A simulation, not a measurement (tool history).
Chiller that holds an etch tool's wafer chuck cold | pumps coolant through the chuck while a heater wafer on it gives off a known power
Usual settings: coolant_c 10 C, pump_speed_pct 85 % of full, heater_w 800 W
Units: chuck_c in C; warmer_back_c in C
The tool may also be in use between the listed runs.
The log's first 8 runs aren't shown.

Run 9, hour 323.9: usual settings but heater_w 1082 W. Result: chuck_c 19.5 C, warmer_back_c 3.61 C.
Run 10, hour 354.9: usual settings but heater_w 1082 W. Result: chuck_c 19.3 C, warmer_back_c 3.58 C.
Run 11, hour 391.3: usual settings but pump_speed_pct 77 % of full. Result: chuck_c 17.6 C, warmer_back_c 2.96 C.
Run 12, hour 443.4: usual settings but pump_speed_pct 69 % of full. Result: chuck_c 18.5 C, warmer_back_c 3.33 C.
Run 13, hour 473.9: usual settings. Result: chuck_c 17 C, warmer_back_c 2.69 C.
Run 14, hour 498.5: usual settings. Result: chuck_c 16.9 C, warmer_back_c 2.77 C.
Run 15, hour 550.6: usual settings. Result: chuck_c 16.9 C, warmer_back_c 2.78 C.
Run 16, hour 607: usual settings. Result: chuck_c 16.9 C, warmer_back_c 2.74 C.
Run 17, hour 630.6: usual settings but coolant_c 12 C, heater_w 849 W. Result: chuck_c 19.3 C, warmer_back_c 2.92 C.
Run 18, hour 681: usual settings but coolant_c 12 C, heater_w 849 W. Result: chuck_c 19.3 C, warmer_back_c 2.89 C.
Run 19, hour 736: usual settings but coolant_c 12 C, heater_w 849 W. Result: chuck_c 19.2 C, warmer_back_c 2.95 C.
Run 20, hour 784: usual settings but coolant_c 18 C, pump_speed_pct 70 % of full, heater_w 888 W. Result: chuck_c 27.3 C, warmer_back_c 3.76 C.
Run 21, hour 826.3: usual settings but coolant_c 5 C, pump_speed_pct 98 % of full. Result: chuck_c 11.1 C, warmer_back_c 2.45 C.
Run 22, hour 853.1: usual settings but coolant_c 5 C, pump_speed_pct 98 % of full. Result: chuck_c 11.1 C, warmer_back_c 2.37 C.
Run 23, hour 898.2: usual settings but coolant_c 5 C, pump_speed_pct 98 % of full. Result: chuck_c 11.1 C, warmer_back_c 2.38 C.
Run 24, hour 936.3: usual settings but coolant_c 19 C, pump_speed_pct 65 % of full, heater_w 718 W. Result: chuck_c 27 C, warmer_back_c 3.29 C.
Run 25, hour 970.2: usual settings but coolant_c 19 C, pump_speed_pct 65 % of full, heater_w 718 W. Result: chuck_c 27.1 C, warmer_back_c 3.37 C.
Run 26, hour 1001: usual settings but coolant_c 19 C, pump_speed_pct 65 % of full, heater_w 718 W. Result: chuck_c 27 C, warmer_back_c 3.31 C.
Run 27, hour 1038: usual settings but coolant_c 7 C, pump_speed_pct 65 % of full, heater_w 1122 W. Result: chuck_c 19.4 C, warmer_back_c 5.07 C.
Run 28, hour 1071.8: usual settings but coolant_c 7 C, pump_speed_pct 65 % of full, heater_w 1122 W. Result: chuck_c 19.5 C, warmer_back_c 5.1 C.
Run 29, hour 1112: usual settings but coolant_c 7 C, pump_speed_pct 83 % of full, heater_w 981 W. Result: chuck_c 15.6 C, warmer_back_c 3.59 C.
Run 30, hour 1144.3: usual settings but coolant_c 6 C, pump_speed_pct 95 % of full, heater_w 803 W. Result: chuck_c 12.2 C, warmer_back_c 2.59 C.
Run 31, hour 1170.8: usual settings but coolant_c 6 C, pump_speed_pct 95 % of full, heater_w 430 W. Result: chuck_c 9.3 C, warmer_back_c 1.54 C.

3 ways to go on from here, each from the tool as it stands after run 31. What would each give?
Run A, hour 1211.5: usual settings but coolant_c 5 C, pump_speed_pct 74 % of full, heater_w 637 W. Result: chuck_c ?, warmer_back_c ?.
Run B, hour 1211.5: usual settings but coolant_c 7 C, pump_speed_pct 76 % of full. Result: chuck_c ?, warmer_back_c ?.
Run C, hour 1211.5: usual settings but coolant_c 6 C, pump_speed_pct 95 % of full, heater_w 667 W. Result: chuck_c ?, warmer_back_c ?.

run  chuck_c  warmer_back_c
  A     11.1           2.66
  B     14.8           3.18
  C     11.1            2.2
Without the tool's hidden state the same runs would have given:
run  chuck_c  warmer_back_c
  A     11.1            2.4
  B     14.8           2.93
  C     11.1           1.95
